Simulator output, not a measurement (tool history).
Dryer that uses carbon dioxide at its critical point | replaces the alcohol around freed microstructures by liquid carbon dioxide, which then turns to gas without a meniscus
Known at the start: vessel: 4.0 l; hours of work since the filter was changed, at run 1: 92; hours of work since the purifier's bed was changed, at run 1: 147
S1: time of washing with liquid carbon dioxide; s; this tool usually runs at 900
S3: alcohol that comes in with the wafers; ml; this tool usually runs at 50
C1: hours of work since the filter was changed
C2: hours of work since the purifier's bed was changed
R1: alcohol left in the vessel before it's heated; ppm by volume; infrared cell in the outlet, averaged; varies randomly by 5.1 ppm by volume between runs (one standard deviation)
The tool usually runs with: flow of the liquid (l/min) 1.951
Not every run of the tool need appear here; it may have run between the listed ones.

{"run": 1, "day": 0.0, "S1": 900, "flow of the liquid (l/min)": 1.951, "S3": 50, "C1": 92, "C2": 147, "R1": 113}
{"run": 2, "day": 0.246, "S1": 900, "flow of the liquid (l/min)": 1.951, "S3": 50, "C1": 94, "C2": 149, "R1": 116}
{"run": 3, "day": 0.517, "S1": 900, "flow of the liquid (l/min)": 1.951, "S3": 50, "C1": 97, "C2": 152, "R1": 114}
{"run": 4, "day": 0.738, "S1": 900, "flow of the liquid (l/min)": 1.951, "S3": 50, "C1": 99, "C2": 154, "R1": 122}
{"run": 5, "day": 0.958, "S1": 900, "flow of the liquid (l/min)": 1.951, "S3": 50, "C1": 101, "C2": 156, "R1": 119}
{"run": 6, "day": 1.158, "S1": 900, "flow of the liquid (l/min)": 1.951, "S3": 50, "C1": 103, "C2": 158, "R1": 124}
{"run": 7, "day": 1.446, "S1": 900, "flow of the liquid (l/min)": 1.951, "S3": 50, "C1": 106, "C2": 161, "R1": 118}
{"run": 8, "day": 1.862, "S1": 900, "flow of the liquid (l/min)": 1.951, "S3": 50, "C1": 110, "C2": 165, "R1": 124}
{"run": 9, "day": 2.204, "S1": 900, "flow of the liquid (l/min)": 1.951, "S3": 50, "C1": 114, "C2": 169, "R1": 127}
{"run": 10, "day": 2.442, "S1": 900, "flow of the liquid (l/min)": 1.951, "S3": 50, "C1": 116, "C2": 171, "R1": 123}
{"run": 11, "day": 2.779, "S1": 900, "flow of the liquid (l/min)": 1.951, "S3": 50, "C1": 119, "C2": 174, "R1": 125}
{"run": 12, "day": 3.008, "S1": 540, "flow of the liquid (l/min)": 1.951, "S3": 50, "C1": 122, "C2": 177, "R1": 630}
{"run": 13, "day": 3.254, "S1": 540, "flow of the liquid (l/min)": 1.951, "S3": 50, "C1": 124, "C2": 179, "R1": 643}
{"run": 14, "day": 3.604, "S1": 540, "flow of the liquid (l/min)": 2.45, "S3": 50, "C1": 127, "C2": 183, "R1": 317}
{"run": 15, "day": 3.996, "S1": 540, "flow of the liquid (l/min)": 2.45, "S3": 49, "C1": 131, "C2": 186, "R1": 311}
{"run": 16, "day": 4.358, "S1": 1200, "flow of the liquid (l/min)": 2.07, "S3": 66, "C1": 135, "C2": 190, "R1": 60}
{"run": 17, "day": 4.583, "S1": 1440, "flow of the liquid (l/min)": 2.1, "S3": 36, "C1": 137, "C2": 192, "R1": 43}
{"run": 18, "day": 4.808, "S1": 1440, "flow of the liquid (l/min)": 2.1, "S3": 36, "C1": 139, "C2": 194, "R1": 47}
{"run": 19, "day": 5.221, "S1": 900, "flow of the liquid (l/min)": 1.3, "S3": 22, "C1": 143, "C2": 199, "R1": 246}
{"run": 20, "day": 5.421, "S1": 540, "flow of the liquid (l/min)": 1.34, "S3": 116, "C1": 145, "C2": 201, "R1": 3761}
{"run": 21, "day": 5.796, "S1": 540, "flow of the liquid (l/min)": 1.34, "S3": 50, "C1": 149, "C2": 204, "R1": 1701}
{"run": 22, "day": 6.179, "S1": 660, "flow of the liquid (l/min)": 1.56, "S3": 21, "C1": 153, "C2": 208, "R1": 338}
{"run": 23, "day": 6.412, "S1": 900, "flow of the liquid (l/min)": 1.35, "S3": 50, "C1": 155, "C2": 210, "R1": 454}
{"run": 24, "day": 6.65, "S1": 900, "flow of the liquid (l/min)": 1.35, "S3": 50, "C1": 158, "C2": 213, "R1": 454}

Forecast each of these 5 alternatives for the next run:
{"run": "A", "day": 7.054, "S1": 600, "flow of the liquid (l/min)": 1.39, "S3": 23, "C1": 162, "C2": 217, "R1": "?"}
{"run": "B", "day": 7.054, "S1": 600, "flow of the liquid (l/min)": 1.74, "S3": 50, "C1": 162, "C2": 217, "R1": "?"}
{"run": "C", "day": 7.054, "S1": 720, "flow of the liquid (l/min)": 1.95, "S3": 50, "C1": 162, "C2": 217, "R1": "?"}
{"run": "D", "day": 7.054, "S1": 900, "flow of the liquid (l/min)": 1.35, "S3": 30, "C1": 162, "C2": 217, "R1": "?"}
{"run": "E", "day": 7.054, "S1": 1380, "flow of the liquid (l/min)": 2.21, "S3": 38, "C1": 162, "C2": 217, "R1": "?"}

run=A R1=589
run=B R1=688
run=C R1=281
run=D R1=295
run=E R1=54
Without the tool's hidden state the same runs would have given:
run=A R1=501
run=B R1=581
run=C R1=205
run=D R1=221
run=E R1=5
